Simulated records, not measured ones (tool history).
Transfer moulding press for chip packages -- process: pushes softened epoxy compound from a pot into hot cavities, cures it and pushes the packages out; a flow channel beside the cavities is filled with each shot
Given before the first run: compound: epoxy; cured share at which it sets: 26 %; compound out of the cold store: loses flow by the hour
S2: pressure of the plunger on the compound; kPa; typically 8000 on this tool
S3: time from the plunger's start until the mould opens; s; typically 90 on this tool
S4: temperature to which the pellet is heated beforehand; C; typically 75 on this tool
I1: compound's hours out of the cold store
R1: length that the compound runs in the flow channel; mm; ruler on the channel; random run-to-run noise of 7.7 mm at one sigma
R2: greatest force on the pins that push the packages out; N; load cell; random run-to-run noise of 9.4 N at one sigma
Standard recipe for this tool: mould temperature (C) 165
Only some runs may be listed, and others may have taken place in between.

run 1 hour=0 | mould_temperature_(C)=165 S2=8000 S3=90 S4=75 | I1=44 | R1=794 R2=411
-- hour=9.3 cavities cleaned with cleaning compound and waxed
-- hour=73.3 cavities cleaned with cleaning compound and waxed
-- hour=81.5 plunger's sealing rings changed
run 2 hour=89.5 | mould_temperature_(C)=165 S2=8000 S3=90 S4=75 | I1=21.7 | R1=862 R2=418
-- hour=142 cavities cleaned with cleaning compound and waxed
run 3 hour=172.6 | mould_temperature_(C)=165 S2=8000 S3=90 S4=75 | I1=10.4 | R1=902 R2=419
-- hour=210.5 cavities cleaned with cleaning compound and waxed
run 4 hour=222.8 | mould_temperature_(C)=165 S2=8000 S3=99 S4=75 | I1=18.1 | R1=884 R2=390
-- hour=273.7 cavities cleaned with cleaning compound and waxed
run 5 hour=307 | mould_temperature_(C)=162 S2=8000 S3=99 S4=75 | I1=9.7 | R1=909 R2=450
-- hour=335.6 cavities cleaned with cleaning compound and waxed
run 6 hour=393.8 | mould_temperature_(C)=162 S2=6660 S3=99 S4=75 | I1=10.7 | R1=833 R2=448
-- hour=399.2 cavities cleaned with cleaning compound and waxed
run 7 hour=446 | mould_temperature_(C)=165 S2=8030 S3=90 S4=75 | I1=8.3 | R1=892 R2=437
-- hour=460.9 plunger's sealing rings changed
-- hour=469.6 cavities cleaned with cleaning compound and waxed
run 8 hour=500.1 | mould_temperature_(C)=165 S2=8000 S3=90 S4=75 | I1=29 | R1=841 R2=421
-- hour=534.6 cavities cleaned with cleaning compound and waxed
-- hour=549.9 mould's thermocouples calibrated
run 9 hour=573.1 | mould_temperature_(C)=165 S2=8000 S3=101 S4=75 | I1=17 | R1=878 R2=375
-- hour=599.8 cavities cleaned with cleaning compound and waxed
run 10 hour=620.2 | mould_temperature_(C)=163 S2=8000 S3=101 S4=75 | I1=10.9 | R1=916 R2=399
-- hour=664.1 cavities cleaned with cleaning compound and waxed
run 11 hour=686.2 | mould_temperature_(C)=163 S2=8000 S3=101 S4=75 | I1=14 | R1=906 R2=421
-- hour=729.1 cavities cleaned with cleaning compound and waxed
run 12 hour=748.2 | mould_temperature_(C)=163 S2=8000 S3=101 S4=75 | I1=25.7 | R1=859 R2=374
-- hour=792.3 cavities cleaned with cleaning compound and waxed
run 13 hour=835.5 | mould_temperature_(C)=170 S2=6540 S3=118 S4=82 | I1=37.8 | R1=721 R2=337

Expected results for the next run?
-- hour=844.7 plunger's sealing rings changed
-- hour=858.1 cavities cleaned with cleaning compound and waxed
run 14 hour=908.8 | mould_temperature_(C)=170 S2=6540 S3=118 S4=82 | I1=21.6 | R1=? R2=?

R1: 766 mm
R2: 328 N
If the tool had no hidden condition, the same run with the same run-to-run variation would have returned R1 767 mm, R2 322 N.
